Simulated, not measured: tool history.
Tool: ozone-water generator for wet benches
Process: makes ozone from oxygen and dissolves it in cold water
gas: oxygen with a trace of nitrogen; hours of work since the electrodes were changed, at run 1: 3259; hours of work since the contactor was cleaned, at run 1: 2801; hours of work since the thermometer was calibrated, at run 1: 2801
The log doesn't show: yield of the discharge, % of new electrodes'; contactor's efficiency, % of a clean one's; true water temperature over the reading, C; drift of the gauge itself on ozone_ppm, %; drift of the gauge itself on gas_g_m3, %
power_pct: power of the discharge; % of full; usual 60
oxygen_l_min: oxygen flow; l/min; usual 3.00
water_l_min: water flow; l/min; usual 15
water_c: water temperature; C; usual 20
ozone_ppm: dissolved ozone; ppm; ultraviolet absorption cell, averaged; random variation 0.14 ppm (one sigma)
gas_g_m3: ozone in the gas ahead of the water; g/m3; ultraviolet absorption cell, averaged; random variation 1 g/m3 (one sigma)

| run | hour | power_pct | oxygen_l_min | water_l_min | water_c | hours of work since the electrodes were changed | hours of work since the contactor was cleaned | hours of work since the thermometer was calibrated | ozone_ppm | gas_g_m3 |
|---|---|---|---|---|---|---|---|---|---|---|
| 1 | 0.0 | 60 | 3.00 | 15 | 20 | 3259 | 2801 | 2801 | 16.9 | 177.6 |
| 2 | 129.4 | 60 | 3.00 | 15 | 20 | 3362 | 2903 | 2903 | 17.0 | 176.4 |
| 3 | 272.5 | 60 | 3.00 | 15 | 20 | 3475 | 3017 | 3017 | 17.0 | 176.4 |
| 4 | 353.7 | 60 | 3.00 | 15 | 14 | 3539 | 3081 | 3081 | 18.3 | 175.3 |
| 5 | 497.4 | 60 | 3.00 | 15 | 14 | 3652 | 3194 | 3194 | 18.2 | 177.6 |
| 6 | 666.1 | 60 | 3.00 | 15 | 14 | 3785 | 3327 | 3327 | 18.6 | 176.9 |
| 7 | 780.0 | 60 | 3.00 | 15 | 14 | 3875 | 3417 | 3417 | 18.4 | 175.6 |
| 8 | 882.3 | 60 | 3.00 | 15 | 14 | 3956 | 3498 | 3498 | 18.5 | 176.3 |
| 9 | 990.3 | 60 | 3.00 | 15 | 20 | 4041 | 3583 | 3583 | 17.2 | 176.0 |
|  | 1064.5 | water thermometer calibrated |
| 10 | 1102.5 | 60 | 3.00 | 15 | 20 | 4130 | 3672 | 30 | 17.1 | 177.0 |
| 11 | 1254.1 | 60 | 3.00 | 15 | 20 | 4249 | 3791 | 150 | 17.0 | 175.6 |
| 12 | 1440.4 | 60 | 3.00 | 15 | 20 | 4396 | 3938 | 297 | 16.9 | 177.4 |
| 13 | 1524.1 | 49 | 3.00 | 13 | 20 | 4463 | 4004 | 363 | 16.4 | 152.2 |
| 14 | 1638.5 | 42 | 2.35 | 13 | 20 | 4553 | 4095 | 453 | 14.3 | 154.6 |
| 15 | 1775.0 | 80 | 1.67 | 9 | 20 | 4661 | 4203 | 561 | 29.9 | 298.8 |
| 16 | 1897.5 | 65 | 2.92 | 14 | 23 | 4757 | 4299 | 658 | 18.1 | 189.2 |
| 17 | 2001.6 | 65 | 2.92 | 14 | 22 | 4840 | 4381 | 740 | 18.5 | 190.0 |
| 18 | 2158.6 | 73 | 4.31 | 10 | 20 | 4964 | 4505 | 864 | 25.8 | 168.0 |
| 19 | 2282.7 | 73 | 4.31 | 10 | 22 | 5062 | 4603 | 962 | 24.8 | 168.8 |
| 20 | 2440.1 | 70 | 1.73 | 15 | 20 | 5186 | 4728 | 1086 | 17.6 | 261.5 |
| 21 | 2594.2 | 66 | 3.15 | 10 | 19 | 5308 | 4849 | 1208 | 24.8 | 183.6 |

5 ways to go on from here, each from the tool as it stands after run 21. What would each give?
| A | 2701.9 | 48 | 2.41 | 15 | 14 | 5393 | 4934 | 1293 | ? | ? |
| B | 2701.9 | 45 | 3.00 | 15 | 16 | 5393 | 4934 | 1293 | ? | ? |
| C | 2701.9 | 48 | 3.15 | 10 | 19 | 5393 | 4934 | 1293 | ? | ? |
| D | 2701.9 | 54 | 3.00 | 15 | 20 | 5393 | 4934 | 1293 | ? | ? |
| E | 2701.9 | 60 | 4.87 | 24 | 20 | 5393 | 4934 | 1293 | ? | ? |

| run | ozone_ppm | gas_g_m3 |
|---|---|---|
| A | 15.1 | 167.6 |
| B | 14.3 | 141.1 |
| C | 19.6 | 144.4 |
| D | 15.8 | 163.5 |
| E | 11.8 | 137.3 |
Without the tool's hidden state the same runs would have given:
| run | ozone_ppm | gas_g_m3 |
|---|---|---|
| A | 15.1 | 167.8 |
| B | 14.4 | 141.2 |
| C | 19.6 | 144.6 |
| D | 15.8 | 163.7 |
| E | 11.8 | 137.5 |
